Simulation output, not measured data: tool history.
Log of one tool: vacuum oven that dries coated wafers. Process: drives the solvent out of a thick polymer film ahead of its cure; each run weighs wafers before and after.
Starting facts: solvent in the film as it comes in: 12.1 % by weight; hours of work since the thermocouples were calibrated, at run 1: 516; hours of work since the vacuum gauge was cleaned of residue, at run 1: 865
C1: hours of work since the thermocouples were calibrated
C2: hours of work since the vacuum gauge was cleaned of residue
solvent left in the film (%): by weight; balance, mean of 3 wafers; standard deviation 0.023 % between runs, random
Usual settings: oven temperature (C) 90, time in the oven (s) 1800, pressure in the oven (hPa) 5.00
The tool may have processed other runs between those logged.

Run 1, day 0.000: usual settings; C1 516; C2 865. Result: solvent left in the film (%) 0.64.
Run 2, day 3.708: usual settings; C1 578; C2 927. Result: solvent left in the film (%) 0.64.
Run 3, day 5.417: usual settings but oven temperature (C) 100; C1 607; C2 956. Result: solvent left in the film (%) 0.26.
Run 4, day 8.612: usual settings but oven temperature (C) 100; C1 660; C2 1009. Result: solvent left in the film (%) 0.22.
Run 5, day 10.954: usual settings but oven temperature (C) 100; C1 699; C2 1048. Result: solvent left in the film (%) 0.24.
Run 6, day 13.146: usual settings but oven temperature (C) 100; C1 735; C2 1084. Result: solvent left in the film (%) 0.23.
Run 7, day 16.638: usual settings but oven temperature (C) 100; C1 793; C2 1142. Result: solvent left in the film (%) 0.25.
Run 8, day 19.271: usual settings but oven temperature (C) 100; C1 837; C2 1186. Result: solvent left in the film (%) 0.26.
Run 9, day 22.942: usual settings; C1 898; C2 1247. Result: solvent left in the film (%) 0.62.
Run 10, day 25.371: usual settings but time in the oven (s) 1620; C1 939; C2 1288. Result: solvent left in the film (%) 0.73.
Run 11, day 27.496: usual settings but time in the oven (s) 1620; C1 974; C2 1323. Result: solvent left in the film (%) 0.75.
Run 12, day 29.650: usual settings but time in the oven (s) 1620; C1 1010; C2 1359. Result: solvent left in the film (%) 0.74.
Run 13, day 31.900: usual settings but oven temperature (C) 84; C1 1047; C2 1396. Result: solvent left in the film (%) 1.26.
Run 14, day 33.538: usual settings but oven temperature (C) 91; C1 1075; C2 1423. Result: solvent left in the film (%) 0.55.
Run 15, day 37.079: usual settings but oven temperature (C) 91; C1 1133; C2 1482. Result: solvent left in the film (%) 0.59.
Run 16, day 40.108: usual settings but oven temperature (C) 91; C1 1184; C2 1533. Result: solvent left in the film (%) 0.58.
At day 40.425: oven's thermocouples calibrated.
Run 17, day 42.904: usual settings but oven temperature (C) 91; C1 41; C2 1578. Result: solvent left in the film (%) 0.58.
Run 18, day 45.838: usual settings but oven temperature (C) 99, time in the oven (s) 2460, pressure in the oven (hPa) 3.05; C1 90; C2 1627. Result: solvent left in the film (%) 0.25.
At day 47.162: oven's thermocouples calibrated, once more.
Run 19, day 47.642: usual settings but oven temperature (C) 103, time in the oven (s) 2460, pressure in the oven (hPa) 7.17; C1 8; C2 1655. Result: solvent left in the film (%) 0.32.
Run 20, day 50.346: usual settings but oven temperature (C) 98, time in the oven (s) 1560, pressure in the oven (hPa) 12.48; C1 53; C2 1700. Result: solvent left in the film (%) 0.69.
Run 21, day 52.471: usual settings but oven temperature (C) 98, time in the oven (s) 1560, pressure in the oven (hPa) 12.48; C1 88; C2 1736. Result: solvent left in the film (%) 0.62.
Run 22, day 55.342: usual settings but oven temperature (C) 101, time in the oven (s) 2760, pressure in the oven (hPa) 12.48; C1 136; C2 1784. Result: solvent left in the film (%) 0.51.
Run 23, day 57.858: usual settings but oven temperature (C) 91; C1 178; C2 1825. Result: solvent left in the film (%) 0.71.
Run 24, day 61.762: usual settings but oven temperature (C) 79, time in the oven (s) 1440, pressure in the oven (hPa) 16.71; C1 243; C2 1890. Result: solvent left in the film (%) 3.71.
Run 25, day 65.296: usual settings but oven temperature (C) 98, time in the oven (s) 1440, pressure in the oven (hPa) 9.21; C1 302; C2 1949. Result: solvent left in the film (%) 0.58.
Run 26, day 67.875: usual settings but oven temperature (C) 85, pressure in the oven (hPa) 14.12; C1 345; C2 1992. Result: solvent left in the film (%) 1.80.
Run 27, day 70.871: usual settings but oven temperature (C) 87, pressure in the oven (hPa) 14.12; C1 394; C2 2042. Result: solvent left in the film (%) 1.48.
Run 28, day 74.692: usual settings but oven temperature (C) 85, time in the oven (s) 3240, pressure in the oven (hPa) 7.53; C1 458; C2 2106. Result: solvent left in the film (%) 0.78.
Run 29, day 76.683: usual settings but oven temperature (C) 85, time in the oven (s) 3240, pressure in the oven (hPa) 7.53; C1 491; C2 2139. Result: solvent left in the film (%) 0.78.
Run 30, day 80.371: usual settings but oven temperature (C) 85, time in the oven (s) 3240, pressure in the oven (hPa) 7.53; C1 553; C2 2200. Result: solvent left in the film (%) 0.81.
Run 31, day 84.254: usual settings but oven temperature (C) 96, time in the oven (s) 1380, pressure in the oven (hPa) 19.69; C1 617; C2 2265. Result: solvent left in the film (%) 1.10.

Hidden state at the last listed run before each entry between runs and at the first one after, where it differs:
From run 16 to run 17: oven's thermocouples calibrated (day 40.425)
  true wafer temperature over the reading, C: 1.3 -> 1.59; true pressure over the reading, kPa: 0.405 -> 0.417
  what was measured, less what the result would be without the hidden state, solvent left in the film (%): +0.08 -> +0.06
From run 18 to run 19: oven's thermocouples calibrated, once more (day 47.162)
  true wafer temperature over the reading, C: 1.65 -> -0.28; true pressure over the reading, kPa: 0.429 -> 0.436
  what was measured, less what the result would be without the hidden state, solvent left in the film (%): +0.12 -> +0.12
